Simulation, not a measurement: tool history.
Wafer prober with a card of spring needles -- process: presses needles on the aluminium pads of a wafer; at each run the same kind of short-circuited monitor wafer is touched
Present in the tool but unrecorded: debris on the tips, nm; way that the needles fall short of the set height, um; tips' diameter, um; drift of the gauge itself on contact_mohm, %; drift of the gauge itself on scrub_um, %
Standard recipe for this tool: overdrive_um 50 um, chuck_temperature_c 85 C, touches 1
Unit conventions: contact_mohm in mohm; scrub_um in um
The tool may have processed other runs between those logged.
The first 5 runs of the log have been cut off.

| run | hour | overdrive_um | chuck_temperature_c | touches | touches since the tips were cleaned | cleanings since the card got new needles | touches since the first contact's height was set | contact_mohm | scrub_um |
|---|---|---|---|---|---|---|---|---|---|
|  | 42.9 | tips cleaned on abrasive film |
| 6 | 43.5 | 50 | 85 | 3 | 209 | 8 | 47580 | 246 | 9.74 |
| 7 | 51 | 40 | 85 | 1 | 3077 | 8 | 50448 | 248 | 7.79 |
|  | 57 | tips cleaned on abrasive film |
| 8 | 62.3 | 40 | 85 | 1 | 2029 | 9 | 54763 | 248 | 7.76 |
|  | 71 | tips cleaned on abrasive film |
| 9 | 72.5 | 35 | 85 | 1 | 577 | 10 | 58604 | 251 | 6.81 |
| 10 | 83.3 | 35 | 85 | 1 | 4704 | 10 | 62731 | 252 | 6.77 |
|  | 85.6 | tips cleaned on abrasive film |
| 11 | 94.8 | 50 | 85 | 1 | 3527 | 11 | 67111 | 245 | 9.68 |
|  | 99.9 | tips cleaned on abrasive film |
| 12 | 105.8 | 35 | 85 | 1 | 2257 | 12 | 71282 | 249 | 6.73 |
| 13 | 112.9 | 35 | 85 | 1 | 4966 | 12 | 73991 | 250 | 6.74 |
|  | 114.6 | tips cleaned on abrasive film |
| 14 | 117.8 | 35 | 85 | 1 | 1217 | 13 | 75831 | 253 | 6.76 |
| 15 | 127.6 | 50 | 85 | 1 | 4991 | 13 | 79605 | 246 | 9.64 |
|  | 128.7 | tips cleaned on abrasive film |
| 16 | 137.1 | 50 | 85 | 1 | 3191 | 14 | 83192 | 246 | 9.63 |
|  | 143.1 | tips cleaned on abrasive film |
| 17 | 146.8 | 50 | 85 | 1 | 1436 | 15 | 86891 | 245 | 9.61 |
| 18 | 156.7 | 45 | 85 | 2 | 5209 | 15 | 90664 | 245 | 8.65 |
|  | 157.8 | tips cleaned on abrasive film |
| 19 | 166.4 | 48 | 85 | 1 | 3308 | 16 | 94358 | 250 | 9.23 |
|  | 171.9 | tips cleaned on abrasive film |
| 20 | 176.1 | 48 | 85 | 1 | 1626 | 17 | 98039 | 247 | 9.29 |
| 21 | 181.2 | 47 | 100 | 2 | 3565 | 17 | 99978 | 251 | 9.06 |
|  | 186 | tips cleaned on abrasive film |
| 22 | 186 | 47 | 100 | 2 | 0 | 18 | 101795 | 244 | 9.04 |

Expected results for the next run?
| 23 | 197.4 | 33 | 118 | 2 | 4347 | 18 | 106142 | ? | ? |

{"run 23": {"contact_mohm": 262, "scrub_um": 6.35}}
Without the tool's hidden state the same run would have given contact_mohm 262 mohm, scrub_um 6.42 um.
